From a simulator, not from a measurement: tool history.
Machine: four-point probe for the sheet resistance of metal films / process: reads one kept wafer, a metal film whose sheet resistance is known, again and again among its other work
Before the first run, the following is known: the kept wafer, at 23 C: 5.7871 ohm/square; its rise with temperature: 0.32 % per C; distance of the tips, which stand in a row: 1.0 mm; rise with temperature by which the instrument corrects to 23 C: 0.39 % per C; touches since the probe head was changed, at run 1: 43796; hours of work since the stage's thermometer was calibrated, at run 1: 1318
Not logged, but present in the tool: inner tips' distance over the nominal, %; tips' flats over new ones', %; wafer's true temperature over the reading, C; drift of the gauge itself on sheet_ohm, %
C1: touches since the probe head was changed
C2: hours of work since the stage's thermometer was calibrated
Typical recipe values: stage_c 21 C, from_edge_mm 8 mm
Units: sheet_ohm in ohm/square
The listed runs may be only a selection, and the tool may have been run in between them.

run 1 hour=0 | stage_c=21 from_edge_mm=8 | C1=43796 C2=1318 | sheet_ohm=5.859869
run 2 hour=24.3 | stage_c=21 from_edge_mm=8 | C1=44933 C2=1335 | sheet_ohm=5.860825
run 3 hour=45 | stage_c=21 from_edge_mm=8 | C1=45901 C2=1349 | sheet_ohm=5.860068
run 4 hour=71.2 | stage_c=21 from_edge_mm=8 | C1=47124 C2=1367 | sheet_ohm=5.85895
run 5 hour=95.1 | stage_c=21 from_edge_mm=8 | C1=48241 C2=1384 | sheet_ohm=5.859161
run 6 hour=110.9 | stage_c=21 from_edge_mm=8 | C1=48979 C2=1395 | sheet_ohm=5.859351
run 7 hour=126.9 | stage_c=31 from_edge_mm=8 | C1=49726 C2=1406 | sheet_ohm=5.812367
run 8 hour=150.4 | stage_c=31 from_edge_mm=8 | C1=50827 C2=1422 | sheet_ohm=5.814721
run 9 hour=169.9 | stage_c=31 from_edge_mm=8 | C1=51738 C2=1436 | sheet_ohm=5.812364
run 10 hour=195.3 | stage_c=31 from_edge_mm=8 | C1=52923 C2=1454 | sheet_ohm=5.813302
run 11 hour=212.6 | stage_c=23 from_edge_mm=32 | C1=53735 C2=1466 | sheet_ohm=5.802694
run 12 hour=235.8 | stage_c=23 from_edge_mm=8 | C1=54817 C2=1482 | sheet_ohm=5.846847
run 13 hour=247.7 | stage_c=31 from_edge_mm=35 | C1=55376 C2=1490 | sheet_ohm=5.765327
run 14 hour=261.8 | stage_c=22 from_edge_mm=7 | C1=56031 C2=1500 | sheet_ohm=5.866967

Consider 5 possible next runs. They are alternatives, not a sequence: every one starts from the tool as it was left by run 14. What does each give?
run A hour=283.8 | stage_c=30 from_edge_mm=3 | C1=57062 C2=1515 | sheet_ohm=?
run B hour=283.8 | stage_c=22 from_edge_mm=5 | C1=57062 C2=1515 | sheet_ohm=?
run C hour=283.8 | stage_c=29 from_edge_mm=4 | C1=57062 C2=1515 | sheet_ohm=?
run D hour=283.8 | stage_c=21 from_edge_mm=8 | C1=57062 C2=1515 | sheet_ohm=?
run E hour=283.8 | stage_c=24 from_edge_mm=7 | C1=57062 C2=1515 | sheet_ohm=?

run=A sheet_ohm=6.090753
run=B sheet_ohm=5.927196
run=C sheet_ohm=5.960294
run=D sheet_ohm=5.855022
run=E sheet_ohm=5.853839
Without the tool's unlogged condition, the same runs would have read:
run=A sheet_ohm=6.079733
run=B sheet_ohm=5.916601
run=C sheet_ohm=5.949496
run=D sheet_ohm=5.844562
run=E sheet_ohm=5.843315

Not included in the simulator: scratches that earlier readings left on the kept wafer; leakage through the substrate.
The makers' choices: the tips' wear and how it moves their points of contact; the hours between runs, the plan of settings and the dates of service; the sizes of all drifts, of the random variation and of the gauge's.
